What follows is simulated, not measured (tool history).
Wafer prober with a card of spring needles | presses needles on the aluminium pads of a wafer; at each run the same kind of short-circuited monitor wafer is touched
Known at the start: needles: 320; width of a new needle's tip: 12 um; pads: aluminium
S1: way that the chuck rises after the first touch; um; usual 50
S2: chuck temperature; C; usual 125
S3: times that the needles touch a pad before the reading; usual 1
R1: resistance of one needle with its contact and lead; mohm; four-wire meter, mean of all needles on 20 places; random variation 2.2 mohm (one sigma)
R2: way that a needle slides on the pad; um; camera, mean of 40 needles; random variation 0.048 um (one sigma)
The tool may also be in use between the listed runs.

run     day  S1   S2  S3   R1     R2
  1   0.000  50  125   1  248  10.68
      0.204  -- height of the first contact set anew
      0.825  -- tips cleaned on abrasive film
  2   1.112  50  125   1  276  10.21
      1.608  -- tips cleaned on abrasive film
      2.496  -- tips cleaned on abrasive film
  3   3.217  50   51   1  288  10.25
      3.350  -- tips cleaned on abrasive film
      4.212  -- tips cleaned on abrasive film
  4   4.317  50   51   1  243  10.17
      5.012  -- tips cleaned on abrasive film
      5.792  -- tips cleaned on abrasive film
      6.617  -- tips cleaned on abrasive film
  5   6.617  50   51   1  228  10.16
      7.433  -- tips cleaned on abrasive film
      8.246  -- tips cleaned on abrasive film
  6   8.871  50   51   1  279  10.10
      9.038  -- tips cleaned on abrasive film
      9.862  -- height of the first contact set anew, once more
      9.867  -- tips cleaned on abrasive film
     10.762  -- tips cleaned on abrasive film
  7  10.858  58  125   1  248  13.48
     11.633  -- tips cleaned on abrasive film
     12.492  -- tips cleaned on abrasive film
  8  12.704  58  125   1  253  13.47
     13.412  -- tips cleaned on abrasive film
  9  14.104  50  125   1  279  11.62
     14.300  -- tips cleaned on abrasive film
     15.225  -- tips cleaned on abrasive film
     16.129  -- tips cleaned on abrasive film
 10  16.450  50  125   1  271  11.55
     17.038  -- tips cleaned on abrasive film
     17.817  -- tips cleaned on abrasive film
 11  18.558  50   89   1  279  11.49
     18.758  -- tips cleaned on abrasive film
     19.617  -- tips cleaned on abrasive film
 12  20.296  50  125   1  288  11.55
     20.442  -- tips cleaned on abrasive film
     21.346  -- tips cleaned on abrasive film
 13  21.396  50  125   2  253  11.46
     22.262  -- tips cleaned on abrasive film
     23.112  -- tips cleaned on abrasive film
 14  23.112  50  125   2  248  11.41
     24.046  -- tips cleaned on abrasive film
 15  24.671  50  125   2  274  11.34
     24.867  -- tips cleaned on abrasive film
     25.750  -- tips cleaned on abrasive film
 16  25.808  44   44   1  239   9.82
     26.571  -- tips cleaned on abrasive film
     27.492  -- tips cleaned on abrasive film
 17  28.138  48   44   1  280  10.82
     28.317  -- tips cleaned on abrasive film
     29.192  -- tips cleaned on abrasive film
     30.104  -- tips cleaned on abrasive film
 18  30.708  34   58   2  290   7.47
     31.025  -- tips cleaned on abrasive film
     31.921  -- tips cleaned on abrasive film
     32.883  -- tips cleaned on abrasive film
 19  33.346  48   29   1  270  10.70
     33.667  -- tips cleaned on abrasive film
     34.596  -- tips cleaned on abrasive film
 20  34.892  48   29   1  259  10.60
     35.438  -- tips cleaned on abrasive film
     36.275  -- tips cleaned on abrasive film
 21  36.729  50   32   2  247  11.07
     37.050  -- tips cleaned on abrasive film
     37.950  -- tips cleaned on abrasive film
     38.771  -- tips cleaned on abrasive film
 22  39.150  50   86   3  249  11.01
     39.658  -- tips cleaned on abrasive film
     40.533  -- tips cleaned on abrasive film
     41.317  -- tips cleaned on abrasive film
 23  41.804  65   86   3  244  14.28
     42.162  -- tips cleaned on abrasive film
     43.067  -- tips cleaned on abrasive film
 24  43.079  32  125   2  256   6.64
     43.942  -- tips cleaned on abrasive film
     44.842  -- tips cleaned on abrasive film
 25  44.842  50   86   2  236  10.81
     45.646  -- tips cleaned on abrasive film
     46.433  -- tips cleaned on abrasive film
 26  46.717  38   97   2  264   7.92
     47.212  -- tips cleaned on abrasive film
     48.017  -- tips cleaned on abrasive film
 27  48.054  38   97   2  252   7.91
     48.412  -- height of the first contact set anew
     48.858  -- tips cleaned on abrasive film
 28  49.462  38   97   2  283   8.93
     49.658  -- tips cleaned on abrasive film
     50.483  -- tips cleaned on abrasive film
     51.338  -- tips cleaned on abrasive film
 29  52.050  38   97   2  286   8.80
     52.246  -- tips cleaned on abrasive film
     53.142  -- tips cleaned on abrasive film
     53.946  -- tips cleaned on abrasive film
 30  54.292  47   76   1  269  10.87

Forecast each of these 3 alternatives for the next run:
     54.829  -- tips cleaned on abrasive film
     55.688  -- tips cleaned on abrasive film
  A  56.367  50   27   1   ?   ?
     54.829  -- tips cleaned on abrasive film
     55.688  -- tips cleaned on abrasive film
  B  56.367  50  125   1   ?   ?
     54.829  -- tips cleaned on abrasive film
     55.688  -- tips cleaned on abrasive film
  C  56.367  52   26   2   ?   ?

run   R1     R2
  A  277  11.59
  B  290  11.55
  C  247  11.97
Without the tool's hidden state the same runs would have given:
run   R1     R2
  A  219  11.81
  B  240  11.76
  C  214  12.18

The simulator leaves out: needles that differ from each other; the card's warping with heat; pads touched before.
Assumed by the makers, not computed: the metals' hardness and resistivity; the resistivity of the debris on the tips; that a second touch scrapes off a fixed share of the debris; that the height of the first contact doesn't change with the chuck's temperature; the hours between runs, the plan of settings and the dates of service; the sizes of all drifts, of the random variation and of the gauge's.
